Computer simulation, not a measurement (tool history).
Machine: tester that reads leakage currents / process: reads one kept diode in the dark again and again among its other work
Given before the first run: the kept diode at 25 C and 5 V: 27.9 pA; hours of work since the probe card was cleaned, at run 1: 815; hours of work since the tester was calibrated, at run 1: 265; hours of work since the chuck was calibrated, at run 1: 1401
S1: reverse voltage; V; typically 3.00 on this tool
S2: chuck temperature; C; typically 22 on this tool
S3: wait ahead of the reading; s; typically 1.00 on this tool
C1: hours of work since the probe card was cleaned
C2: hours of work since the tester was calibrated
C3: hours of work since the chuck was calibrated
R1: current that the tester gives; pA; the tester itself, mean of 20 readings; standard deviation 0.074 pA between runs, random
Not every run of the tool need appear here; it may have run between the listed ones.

| run | day | S1 | S2 | S3 | C1 | C2 | C3 | R1 |
|---|---|---|---|---|---|---|---|---|
| 1 | 0.000 | 3.00 | 22 | 1.00 | 815 | 265 | 1401 | 18.28 |
| 2 | 0.958 | 5.82 | 22 | 1.00 | 832 | 282 | 1418 | 25.46 |
| 3 | 1.662 | 3.00 | 41 | 1.00 | 844 | 295 | 1431 | 69.57 |
| 4 | 2.725 | 3.00 | 22 | 9.92 | 863 | 314 | 1450 | 18.12 |
| 5 | 3.425 | 3.00 | 22 | 9.92 | 876 | 327 | 1462 | 18.28 |
| 6 | 4.225 | 3.00 | 22 | 9.92 | 890 | 341 | 1477 | 18.13 |
| 7 | 5.021 | 3.00 | 22 | 9.92 | 904 | 355 | 1491 | 18.25 |
| 8 | 5.792 | 3.92 | 22 | 1.00 | 918 | 369 | 1505 | 21.05 |
| 9 | 6.542 | 3.00 | 37 | 1.00 | 932 | 383 | 1518 | 52.84 |
| 10 | 7.554 | 3.00 | 37 | 1.00 | 950 | 401 | 1536 | 52.97 |
| 11 | 8.762 | 3.00 | 22 | 1.00 | 971 | 422 | 1558 | 18.43 |
| 12 | 9.967 | 3.00 | 29 | 1.00 | 993 | 444 | 1580 | 30.30 |
| 13 | 10.975 | 3.00 | 22 | 2.96 | 1011 | 462 | 1598 | 18.38 |
| 14 | 11.679 | 4.52 | 22 | 1.00 | 1024 | 475 | 1610 | 22.55 |
| 15 | 12.458 | 3.00 | 38 | 4.45 | 1038 | 489 | 1624 | 56.54 |
| 16 | 13.529 | 3.29 | 48 | 2.63 | 1057 | 508 | 1643 | 116.23 |
| 17 | 14.058 | 3.29 | 33 | 2.63 | 1066 | 517 | 1653 | 41.32 |
|  | 15.154 | chuck's temperature calibrated |
| 18 | 15.200 | 9.93 | 35 | 2.63 | 1085 | 536 | 1 | 87.37 |
| 19 | 16.379 | 3.00 | 43 | 2.65 | 1106 | 557 | 22 | 86.64 |
| 20 | 17.175 | 11.93 | 46 | 0.32 | 1121 | 571 | 36 | 198.29 |
| 21 | 18.271 | 11.93 | 46 | 0.32 | 1140 | 591 | 56 | 198.91 |
| 22 | 19.246 | 11.93 | 46 | 0.32 | 1158 | 609 | 73 | 198.34 |
| 23 | 19.796 | 3.00 | 22 | 0.34 | 1168 | 618 | 83 | 20.68 |
| 24 | 20.746 | 7.86 | 22 | 0.77 | 1185 | 635 | 100 | 33.82 |
| 25 | 21.688 | 9.06 | 23 | 0.32 | 1202 | 652 | 117 | 40.14 |
| 26 | 22.583 | 19.27 | 49 | 0.30 | 1218 | 668 | 133 | 296.95 |
| 27 | 23.438 | 6.32 | 58 | 2.25 | 1233 | 684 | 148 | 314.61 |
| 28 | 24.071 | 6.32 | 58 | 2.25 | 1244 | 695 | 160 | 316.17 |

Below, some changes in R1 between adjacent runs. For each, the amount present without the hidden state too (settings, incoming material, random variation) and the amount remaining for the hidden state with gauge scatter not shared by both compared results:
The hidden state here: stray current of the dirty probe card, pA a volt; current scale over the true one, %; true chuck temperature over the reading, C; drift of the gauge itself on leakage_pa, %.
Run 17 -> 18: S1 3.29 -> 9.93, S2 33 -> 35, chuck's temperature calibrated. R1 +46.05 pA: hidden state +8.86, all else +37.19.
Run 22 -> 23: S1 11.93 -> 3.00, S2 46 -> 22, S3 0.32 -> 0.34. R1 -177.66 pA: hidden state -6.17, all else -171.49.
Run 25 -> 26: S1 9.06 -> 19.27, S2 23 -> 49, S3 0.32 -> 0.30. R1 +256.81 pA: hidden state +6.37, all else +250.44.
Run 26 -> 27: S1 19.27 -> 6.32, S2 49 -> 58, S3 0.30 -> 2.25. R1 +17.66 pA: hidden state -11.37, all else +29.03.
